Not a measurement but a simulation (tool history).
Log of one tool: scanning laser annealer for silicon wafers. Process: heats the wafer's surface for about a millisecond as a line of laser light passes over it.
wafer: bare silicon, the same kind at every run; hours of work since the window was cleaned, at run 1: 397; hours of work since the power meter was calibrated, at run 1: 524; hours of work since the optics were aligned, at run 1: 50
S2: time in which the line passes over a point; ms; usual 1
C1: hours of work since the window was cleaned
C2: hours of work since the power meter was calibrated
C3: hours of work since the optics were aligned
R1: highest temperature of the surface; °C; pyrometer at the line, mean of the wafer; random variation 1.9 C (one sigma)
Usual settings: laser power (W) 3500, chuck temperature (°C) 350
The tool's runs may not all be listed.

Run 1, hour 0: usual settings; C1 397; C2 524; C3 50. Result: R1 1087 °C.
Run 2, hour 27.1: usual settings; C1 409; C2 537; C3 63. Result: R1 1088 °C.
Run 3, hour 49.1: usual settings; C1 419; C2 547; C3 73. Result: R1 1081 °C.
Run 4, hour 70.7: usual settings; C1 429; C2 556; C3 82. Result: R1 1086 °C.
Run 5, hour 105.3: usual settings; C1 445; C2 572; C3 98. Result: R1 1083 °C.
Run 6, hour 140.9: usual settings; C1 461; C2 588; C3 114. Result: R1 1077 °C.
Run 7, hour 165.1: usual settings; C1 472; C2 599; C3 125. Result: R1 1077 °C.
Run 8, hour 199.4: usual settings; C1 488; C2 615; C3 141. Result: R1 1080 °C.
At hour 224.8: window over the wafer cleaned.
Run 9, hour 236: usual settings but S2 0.75 ms; C1 5; C2 631; C3 157. Result: R1 1009 °C.
Run 10, hour 269.4: usual settings but S2 0.75 ms; C1 20; C2 646; C3 172. Result: R1 1004 °C.
Run 11, hour 298.8: usual settings but S2 0.75 ms; C1 34; C2 659; C3 185. Result: R1 1007 °C.
Run 12, hour 338.5: usual settings but laser power (W) 3698; C1 52; C2 677; C3 203. Result: R1 1168 °C.
Run 13, hour 381.9: usual settings but laser power (W) 3698; C1 72; C2 697; C3 223. Result: R1 1166 °C.
Run 14, hour 402: usual settings; C1 81; C2 706; C3 232. Result: R1 1116 °C.
Run 15, hour 437.7: usual settings; C1 97; C2 723; C3 249. Result: R1 1108 °C.
Run 16, hour 469.2: usual settings but laser power (W) 3443; C1 111; C2 737; C3 263. Result: R1 1092 °C.
At hour 474.4: laser's power meter calibrated.
Run 17, hour 515.4: usual settings but laser power (W) 3443; C1 131; C2 19; C3 283. Result: R1 1092 °C.
Run 18, hour 551.7: usual settings but laser power (W) 3443; C1 147; C2 35; C3 299. Result: R1 1091 °C.
Run 19, hour 585.3: usual settings but laser power (W) 3015, chuck temperature (°C) 378; C1 163; C2 50; C3 314. Result: R1 1008 °C.
Run 20, hour 625.6: usual settings but laser power (W) 3015, S2 0.81 ms, chuck temperature (°C) 378; C1 181; C2 69; C3 333. Result: R1 935 °C.
Run 21, hour 655.3: usual settings but laser power (W) 3673, S2 0.87 ms, chuck temperature (°C) 389; C1 195; C2 82; C3 346. Result: R1 1125 °C.
At hour 661.4: laser's power meter calibrated, once more.
Run 22, hour 685.3: usual settings but laser power (W) 3673, S2 0.87 ms, chuck temperature (°C) 354; C1 207; C2 11; C3 359. Result: R1 1079 °C.
Run 23, hour 729.9: usual settings but laser power (W) 3403, S2 1.11 ms, chuck temperature (°C) 374; C1 227; C2 31; C3 379. Result: R1 1133 °C.
Run 24, hour 764.8: usual settings but S2 0.93 ms, chuck temperature (°C) 372; C1 243; C2 47; C3 395. Result: R1 1082 °C.
Run 25, hour 783.4: usual settings but S2 0.71 ms, chuck temperature (°C) 336; C1 252; C2 56; C3 403. Result: R1 944 °C.
Run 26, hour 818.4: usual settings but S2 0.71 ms, chuck temperature (°C) 336; C1 268; C2 71; C3 419. Result: R1 941 °C.
Run 27, hour 859.4: usual settings but laser power (W) 3806, chuck temperature (°C) 356; C1 286; C2 90; C3 438. Result: R1 1160 °C.
Run 28, hour 894.9: usual settings but laser power (W) 3584, S2 0.71 ms, chuck temperature (°C) 375; C1 302; C2 106; C3 454. Result: R1 996 °C.
Run 29, hour 913.1: usual settings but laser power (W) 3172, S2 0.92 ms, chuck temperature (°C) 381; C1 311; C2 115; C3 462. Result: R1 995 °C.
Run 30, hour 949.7: usual settings but laser power (W) 3214; C1 327; C2 131; C3 479. Result: R1 1004 °C.
Run 31, hour 988.6: usual settings but S2 1.04 ms, chuck temperature (°C) 338; C1 345; C2 149; C3 497. Result: R1 1079 °C.
Run 32, hour 1019.9: usual settings but laser power (W) 3164, S2 1.04 ms, chuck temperature (°C) 325; C1 359; C2 163; C3 511. Result: R1 978 °C.
Run 33, hour 1054.2: usual settings but laser power (W) 3748, S2 0.78 ms, chuck temperature (°C) 353; C1 375; C2 179; C3 527. Result: R1 1032 °C.
Run 34, hour 1088.7: usual settings but S2 0.95 ms; C1 391; C2 195; C3 542. Result: R1 1044 °C.
Run 35, hour 1126: usual settings but S2 1.01 ms, chuck temperature (°C) 347; C1 408; C2 212; C3 559. Result: R1 1067 °C.
Run 36, hour 1170.5: usual settings but laser power (W) 3710, chuck temperature (°C) 386; C1 428; C2 232; C3 580. Result: R1 1151 °C.

Measured less the same run without the tool's hidden state. The same run-to-run variation is in both; the gauge's scatter may not be:
The hidden state here: light that passes the window, % of a clean one's; laser's true power over the reading, %; width of the line over the set one, %; drift of the gauge itself on peak_c, C.
run   R1
  1  -39
  2  -41
  3  -42
  4  -43
  5  -45
  6  -47
  7  -49
  8  -51
  9   -5
 10   -7
 11   -8
 12  -12
 13  -16
 14  -16
 15  -18
 16  -19
 17  -21
 18  -23
 19  -22
 20  -21
 21  -30
 22  -37
 23  -41
 24  -41
 25  -36
 26  -38
 27  -53
 28  -42
 29  -43
 30  -48
 31  -57
 32  -52
 33  -56
 34  -59
 35  -64
 36  -71

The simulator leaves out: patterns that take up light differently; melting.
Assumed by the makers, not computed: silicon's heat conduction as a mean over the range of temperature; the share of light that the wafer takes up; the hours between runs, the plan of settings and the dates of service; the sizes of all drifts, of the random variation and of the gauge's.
